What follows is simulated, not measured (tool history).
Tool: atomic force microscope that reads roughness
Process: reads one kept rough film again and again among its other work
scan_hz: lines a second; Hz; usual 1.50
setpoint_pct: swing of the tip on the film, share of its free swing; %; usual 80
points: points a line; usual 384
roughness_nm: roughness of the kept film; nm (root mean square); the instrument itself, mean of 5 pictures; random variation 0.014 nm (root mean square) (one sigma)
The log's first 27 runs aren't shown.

Run 28, hour 880.9: usual settings but setpoint_pct 62 %, points 552. Result: roughness_nm 2.748 nm (root mean square).
Run 29, hour 903.3: usual settings but setpoint_pct 62 %, points 552. Result: roughness_nm 2.618 nm (root mean square).
Run 30, hour 946.9: usual settings but scan_hz 1.31 Hz, setpoint_pct 62 %. Result: roughness_nm 2.361 nm (root mean square).
Run 31, hour 973.2: usual settings but scan_hz 0.60 Hz, setpoint_pct 72 %, points 499. Result: roughness_nm 2.266 nm (root mean square).
At hour 1004.4: new tip fitted.
Run 32, hour 1017.7: usual settings but scan_hz 0.54 Hz, setpoint_pct 71 %, points 1019. Result: roughness_nm 3.681 nm (root mean square).
Run 33, hour 1055.2: usual settings but scan_hz 0.55 Hz, setpoint_pct 70 %, points 521. Result: roughness_nm 3.276 nm (root mean square).
Run 34, hour 1095.0: usual settings but scan_hz 0.55 Hz, setpoint_pct 77 %, points 521. Result: roughness_nm 2.897 nm (root mean square).
Run 35, hour 1134.6: usual settings but scan_hz 1.38 Hz, points 546. Result: roughness_nm 2.478 nm (root mean square).

The next listed run, before its measurement:
Run 36, hour 1166.9: usual settings but setpoint_pct 73 %. Result: roughness_nm ?.

roughness_nm: 2.337 nm (root mean square)
Without the tool's hidden state the same run would have given roughness_nm 3.584 nm (root mean square).
